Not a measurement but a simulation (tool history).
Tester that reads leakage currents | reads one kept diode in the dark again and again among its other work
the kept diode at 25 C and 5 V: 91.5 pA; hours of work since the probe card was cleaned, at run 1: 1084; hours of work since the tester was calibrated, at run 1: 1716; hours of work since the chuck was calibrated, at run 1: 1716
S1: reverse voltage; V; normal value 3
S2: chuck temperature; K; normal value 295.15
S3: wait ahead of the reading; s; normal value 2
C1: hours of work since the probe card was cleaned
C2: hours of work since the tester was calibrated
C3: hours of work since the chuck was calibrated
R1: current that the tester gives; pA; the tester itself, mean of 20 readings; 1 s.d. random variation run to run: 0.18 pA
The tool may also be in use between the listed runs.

{"run": 1, "hour": 0.0, "S1": 3, "S2": 295.15, "S3": 2, "C1": 1084, "C2": 1716, "C3": 1716, "R1": 62.81}
{"run": 2, "hour": 100.7, "S1": 3, "S2": 295.15, "S3": 2, "C1": 1153, "C2": 1785, "C3": 1785, "R1": 63.47}
{"run": 3, "hour": 237.2, "S1": 3, "S2": 295.15, "S3": 2, "C1": 1245, "C2": 1878, "C3": 1878, "R1": 63.36}
{"run": 4, "hour": 365.7, "S1": 3, "S2": 295.15, "S3": 2, "C1": 1333, "C2": 1965, "C3": 1965, "R1": 63.99}
{"run": 5, "hour": 489.9, "S1": 15.25, "S2": 295.15, "S3": 2, "C1": 1417, "C2": 2049, "C3": 2049, "R1": 142.84}
{"run": 6, "hour": 617.8, "S1": 15.25, "S2": 295.15, "S3": 2, "C1": 1504, "C2": 2136, "C3": 2136, "R1": 143.66}
{"run": 7, "hour": 747.7, "S1": 3, "S2": 303.15, "S3": 2, "C1": 1593, "C2": 2225, "C3": 2225, "R1": 118.89}
{"run": 8, "hour": 821.7, "S1": 10.92, "S2": 308.15, "S3": 1.26, "C1": 1643, "C2": 2275, "C3": 2275, "R1": 322.41}
{"hour": 920.2, "done": "tester calibrated"}
{"run": 9, "hour": 952.7, "S1": 10.92, "S2": 308.15, "S3": 1.26, "C1": 1731, "C2": 22, "C3": 2363, "R1": 331.28}
{"hour": 989.6, "done": "chuck's temperature calibrated"}
{"run": 10, "hour": 1106.9, "S1": 7.72, "S2": 329.15, "S3": 5.39, "C1": 1834, "C2": 126, "C3": 80, "R1": 1047.79}
{"run": 11, "hour": 1230.2, "S1": 3, "S2": 311.15, "S3": 1.21, "C1": 1918, "C2": 210, "C3": 164, "R1": 197.75}
{"run": 12, "hour": 1347.2, "S1": 4.34, "S2": 295.15, "S3": 6.66, "C1": 1998, "C2": 289, "C3": 243, "R1": 70.67}
{"run": 13, "hour": 1437.4, "S1": 4.34, "S2": 297.15, "S3": 5.57, "C1": 2059, "C2": 351, "C3": 305, "R1": 83.3}
{"run": 14, "hour": 1596.2, "S1": 4.34, "S2": 297.15, "S3": 5.57, "C1": 2167, "C2": 459, "C3": 413, "R1": 83.88}

Consider 4 possible next runs. They are alternatives, not a sequence: every one starts from the tool as it was left by run 14. What does each give?
{"run": "A", "hour": 1677.8, "S1": 1.68, "S2": 311.15, "S3": 8.13, "C1": 2223, "C2": 514, "C3": 468, "R1": "?"}
{"run": "B", "hour": 1677.8, "S1": 3, "S2": 319.15, "S3": 2.57, "C1": 2223, "C2": 514, "C3": 468, "R1": "?"}
{"run": "C", "hour": 1677.8, "S1": 3, "S2": 329.15, "S3": 2, "C1": 2223, "C2": 514, "C3": 468, "R1": "?"}
{"run": "D", "hour": 1677.8, "S1": 3, "S2": 295.15, "S3": 2.58, "C1": 2223, "C2": 514, "C3": 468, "R1": "?"}

run=A R1=150.2
run=B R1=350.13
run=C R1=678.53
run=D R1=59.92
The same runs, with their run-to-run variation unchanged, on a tool lacking any hidden condition would have given:
run=A R1=145.64
run=B R1=340.44
run=C R1=662.23
run=D R1=56.8
